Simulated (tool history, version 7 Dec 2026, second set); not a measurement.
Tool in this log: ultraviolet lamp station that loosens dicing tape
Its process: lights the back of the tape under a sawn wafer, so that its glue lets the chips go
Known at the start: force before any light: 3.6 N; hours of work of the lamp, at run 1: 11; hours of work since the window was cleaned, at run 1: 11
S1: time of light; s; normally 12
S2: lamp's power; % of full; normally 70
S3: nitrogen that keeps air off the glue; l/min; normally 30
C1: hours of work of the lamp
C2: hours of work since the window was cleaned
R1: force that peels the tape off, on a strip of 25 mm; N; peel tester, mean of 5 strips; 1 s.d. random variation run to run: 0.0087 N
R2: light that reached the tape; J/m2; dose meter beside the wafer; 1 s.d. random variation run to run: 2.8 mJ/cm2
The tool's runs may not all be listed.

{"run": 1, "hour": 0.0, "S1": 12, "S2": 70, "S3": 30, "C1": 11, "C2": 11, "R1": 0.369, "R2": 3900}
{"run": 2, "hour": 13.0, "S1": 7, "S2": 70, "S3": 30, "C1": 16, "C2": 16, "R1": 0.887, "R2": 2260}
{"run": 3, "hour": 21.5, "S1": 7, "S2": 70, "S3": 30, "C1": 19, "C2": 19, "R1": 0.909, "R2": 2300}
{"run": 4, "hour": 30.3, "S1": 7, "S2": 70, "S3": 30, "C1": 23, "C2": 23, "R1": 0.88, "R2": 2280}
{"run": 5, "hour": 39.2, "S1": 7, "S2": 70, "S3": 30, "C1": 27, "C2": 27, "R1": 0.892, "R2": 2280}
{"run": 6, "hour": 47.4, "S1": 12, "S2": 70, "S3": 30, "C1": 30, "C2": 30, "R1": 0.368, "R2": 3920}
{"run": 7, "hour": 56.9, "S1": 12, "S2": 70, "S3": 50, "C1": 34, "C2": 34, "R1": 0.263, "R2": 3880}
{"run": 8, "hour": 68.3, "S1": 12, "S2": 70, "S3": 30, "C1": 39, "C2": 39, "R1": 0.364, "R2": 3840}
{"run": 9, "hour": 77.6, "S1": 12, "S2": 70, "S3": 30, "C1": 42, "C2": 42, "R1": 0.375, "R2": 3880}
{"run": 10, "hour": 90.6, "S1": 10, "S2": 70, "S3": 30, "C1": 48, "C2": 48, "R1": 0.522, "R2": 3210}
{"run": 11, "hour": 102.3, "S1": 10, "S2": 70, "S3": 30, "C1": 52, "C2": 52, "R1": 0.537, "R2": 3200}
{"run": 12, "hour": 112.7, "S1": 12, "S2": 70, "S3": 12, "C1": 57, "C2": 57, "R1": 0.728, "R2": 3850}
{"run": 13, "hour": 119.0, "S1": 8, "S2": 70, "S3": 12, "C1": 59, "C2": 59, "R1": 1.194, "R2": 2540}
{"run": 14, "hour": 132.4, "S1": 11, "S2": 79, "S3": 30, "C1": 65, "C2": 65, "R1": 0.364, "R2": 4030}
{"run": 15, "hour": 143.8, "S1": 12, "S2": 83, "S3": 40, "C1": 69, "C2": 69, "R1": 0.211, "R2": 4460}
{"run": 16, "hour": 158.0, "S1": 12, "S2": 83, "S3": 40, "C1": 75, "C2": 75, "R1": 0.228, "R2": 4490}
{"run": 17, "hour": 170.3, "S1": 14, "S2": 79, "S3": 30, "C1": 80, "C2": 80, "R1": 0.234, "R2": 4940}
{"run": 18, "hour": 185.3, "S1": 21, "S2": 85, "S3": 57, "C1": 86, "C2": 86, "R1": 0.092, "R2": 8020}
{"run": 19, "hour": 197.0, "S1": 21, "S2": 85, "S3": 57, "C1": 91, "C2": 91, "R1": 0.096, "R2": 7950}
{"run": 20, "hour": 204.7, "S1": 21, "S2": 85, "S3": 57, "C1": 94, "C2": 94, "R1": 0.092, "R2": 7910}
{"run": 21, "hour": 211.3, "S1": 9, "S2": 85, "S3": 44, "C1": 97, "C2": 97, "R1": 0.38, "R2": 3420}
{"run": 22, "hour": 218.2, "S1": 15, "S2": 76, "S3": 27, "C1": 100, "C2": 100, "R1": 0.236, "R2": 5090}
{"run": 23, "hour": 232.2, "S1": 11, "S2": 62, "S3": 34, "C1": 105, "C2": 105, "R1": 0.544, "R2": 2960}

What would each run have given without the hidden state, its run-to-run variation left as it was?
Hidden conditions of the tool in this case: lamp's light, % of a new lamp's; light that the window lets through, % of a clean one's; drift of the gauge itself on peel_n, %; drift of the gauge itself on dose_mj_cm2, %.
run=1 R1=0.360 R2=3960
run=2 R1=0.867 R2=2300
run=3 R1=0.886 R2=2350
run=4 R1=0.856 R2=2330
run=5 R1=0.865 R2=2330
run=6 R1=0.350 R2=4020
run=7 R1=0.249 R2=3990
run=8 R1=0.343 R2=3960
run=9 R1=0.352 R2=4010
run=10 R1=0.490 R2=3330
run=11 R1=0.502 R2=3330
run=12 R1=0.684 R2=4010
run=13 R1=1.140 R2=2660
run=14 R1=0.333 R2=4220
run=15 R1=0.191 R2=4690
run=16 R1=0.206 R2=4730
run=17 R1=0.210 R2=5230
run=18 R1=0.090 R2=8510
run=19 R1=0.094 R2=8460
run=20 R1=0.090 R2=8440
run=21 R1=0.333 R2=3660
run=22 R1=0.206 R2=5440
run=23 R1=0.480 R2=3180

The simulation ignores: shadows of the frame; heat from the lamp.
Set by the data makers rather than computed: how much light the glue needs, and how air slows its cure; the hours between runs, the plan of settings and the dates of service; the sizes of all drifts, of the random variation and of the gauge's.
